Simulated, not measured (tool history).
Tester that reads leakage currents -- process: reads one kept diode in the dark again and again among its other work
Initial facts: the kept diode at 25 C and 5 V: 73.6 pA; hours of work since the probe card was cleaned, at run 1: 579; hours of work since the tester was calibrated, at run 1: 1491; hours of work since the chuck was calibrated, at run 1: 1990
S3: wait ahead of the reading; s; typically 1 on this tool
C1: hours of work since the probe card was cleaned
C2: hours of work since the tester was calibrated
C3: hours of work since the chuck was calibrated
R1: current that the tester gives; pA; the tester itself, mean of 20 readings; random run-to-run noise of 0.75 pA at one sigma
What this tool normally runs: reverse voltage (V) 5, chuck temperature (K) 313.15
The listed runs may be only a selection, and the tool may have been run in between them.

Run 1, day 0: usual settings; C1 579; C2 1491; C3 1990. Result: R1 262.4 pA.
Run 2, day 1.421: usual settings; C1 600; C2 1512; C3 2011. Result: R1 261.55 pA.
Run 3, day 3.446: usual settings but reverse voltage (V) 2.4; C1 630; C2 1542; C3 2041. Result: R1 169.87 pA.
Run 4, day 4.792: usual settings but reverse voltage (V) 2.4; C1 650; C2 1562; C3 2061. Result: R1 169.94 pA.
Run 5, day 6.396: usual settings but reverse voltage (V) 2.4; C1 674; C2 1586; C3 2085. Result: R1 169.33 pA.
Run 6, day 8.438: usual settings but reverse voltage (V) 2.4, S3 1.2 s; C1 704; C2 1616; C3 2115. Result: R1 169.54 pA.
Run 7, day 9.892: usual settings but reverse voltage (V) 2.4, S3 1.2 s; C1 726; C2 1637; C3 2136. Result: R1 169.12 pA.
Run 8, day 11.375: usual settings; C1 748; C2 1659; C3 2158. Result: R1 259.77 pA.
Run 9, day 12.379: usual settings; C1 763; C2 1674; C3 2173. Result: R1 260.26 pA.
Run 10, day 14.371: usual settings; C1 792; C2 1704; C3 2203. Result: R1 260.69 pA.
Run 11, day 15.608: usual settings; C1 810; C2 1722; C3 2221. Result: R1 259.94 pA.
Run 12, day 16.746: usual settings; C1 827; C2 1739; C3 2238. Result: R1 259.52 pA.
Run 13, day 17.904: usual settings; C1 844; C2 1756; C3 2255. Result: R1 259.96 pA.
Run 14, day 19.529: usual settings; C1 868; C2 1780; C3 2279. Result: R1 259.78 pA.
Run 15, day 20.917: usual settings but reverse voltage (V) 2.94, chuck temperature (K) 329.15, S3 0.37 s; C1 889; C2 1800; C3 2299. Result: R1 676.78 pA.
At day 21.329: chuck's temperature calibrated.
Run 16, day 22.896: usual settings but reverse voltage (V) 2.94, chuck temperature (K) 318.15, S3 0.37 s; C1 917; C2 1828; C3 23. Result: R1 304.57 pA.
Run 17, day 24.212: usual settings but reverse voltage (V) 2.94, chuck temperature (K) 333.15, S3 0.44 s; C1 936; C2 1848; C3 43. Result: R1 964.05 pA.
Run 18, day 26.054: usual settings but reverse voltage (V) 6.18, chuck temperature (K) 298.15; C1 964; C2 1875; C3 70. Result: R1 87.91 pA.
Run 19, day 28.1: usual settings but reverse voltage (V) 6.18, chuck temperature (K) 298.15; C1 994; C2 1905; C3 100. Result: R1 87.84 pA.
Run 20, day 29.283: usual settings but reverse voltage (V) 6.94, chuck temperature (K) 314.15; C1 1011; C2 1923; C3 118. Result: R1 363.94 pA.
Run 21, day 30.433: usual settings but reverse voltage (V) 6.94, chuck temperature (K) 314.15; C1 1028; C2 1940; C3 135. Result: R1 364.8 pA.
Run 22, day 31.488: usual settings but reverse voltage (V) 3.37, chuck temperature (K) 295.15, S3 0.74 s; C1 1044; C2 1956; C3 150. Result: R1 46.78 pA.
Run 23, day 33.283: usual settings but reverse voltage (V) 9.17, chuck temperature (K) 318.15, S3 0.74 s; C1 1071; C2 1982; C3 177. Result: R1 591.12 pA.
Run 24, day 34.725: usual settings but reverse voltage (V) 9.17, chuck temperature (K) 318.15, S3 0.74 s; C1 1092; C2 2003; C3 198. Result: R1 593.05 pA.
Run 25, day 36.633: usual settings but chuck temperature (K) 299.15, S3 0.85 s; C1 1120; C2 2032; C3 226. Result: R1 84.24 pA.

Had the tool no unlogged condition, and each run kept its random variation, what would the results have been?
The hidden state here: stray current of the dirty probe card, pA a volt; current scale over the true one, %; true chuck temperature over the reading, C; drift of the gauge itself on leakage_pa, %.
run      R1
  1  275.86
  2  275.04
  3  179.14
  4  179.28
  5  178.73
  6  179.06
  7  178.69
  8  273.78
  9  274.36
 10  274.95
 11  274.24
 12   273.9
 13  274.44
 14  274.38
 15  716.78
 16  304.15
 17  966.06
 18   84.26
 19   84.13
 20   361.8
 21  362.76
 22   44.72
 23  589.55
 24  591.68
 25   81.25

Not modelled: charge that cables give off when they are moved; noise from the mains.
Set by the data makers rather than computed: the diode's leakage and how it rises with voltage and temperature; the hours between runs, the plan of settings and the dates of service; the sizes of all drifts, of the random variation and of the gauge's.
